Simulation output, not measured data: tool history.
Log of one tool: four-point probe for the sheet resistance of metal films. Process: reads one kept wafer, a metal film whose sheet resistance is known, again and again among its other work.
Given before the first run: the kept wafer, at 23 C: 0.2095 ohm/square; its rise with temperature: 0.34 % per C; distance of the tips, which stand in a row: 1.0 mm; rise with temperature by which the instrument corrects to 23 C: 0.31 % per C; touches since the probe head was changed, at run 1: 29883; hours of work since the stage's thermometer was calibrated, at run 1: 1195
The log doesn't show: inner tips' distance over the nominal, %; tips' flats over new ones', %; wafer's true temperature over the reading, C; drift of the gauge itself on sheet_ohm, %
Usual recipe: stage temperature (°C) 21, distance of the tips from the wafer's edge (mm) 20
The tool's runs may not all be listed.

run	hour	stage temperature (°C)	distance of the tips from the wafer's edge (mm)	touches since the probe head was changed	hours of work since the stage's thermometer was calibrated	sheet resistance as the instrument gives it (ohm/square)
1	0.0	21	20	29883	1195	0.209605
2	67.0	21	10	33236	1244	0.210465
3	131.6	21	22	36472	1291	0.209428
4	242.9	21	22	42042	1372	0.209444
5	293.1	21	22	44553	1408	0.209302
# hour 302.6: stage's thermometer calibrated
6	373.5	21	22	48555	52	0.208923
7	443.8	34	37	52073	103	0.209548
8	526.9	34	37	56235	163	0.209530
9	625.4	34	19	61166	235	0.209667
10	718.3	31	7	65815	303	0.211295

The next listed run, before its measurement:
11	797.1	25	17	69759	360	?

sheet resistance as the instrument gives it (ohm/square): 0.208981
Were there no unlogged condition in the tool, this run, its random variation unchanged, would have produced sheet resistance as the instrument gives it (ohm/square) 0.209990.
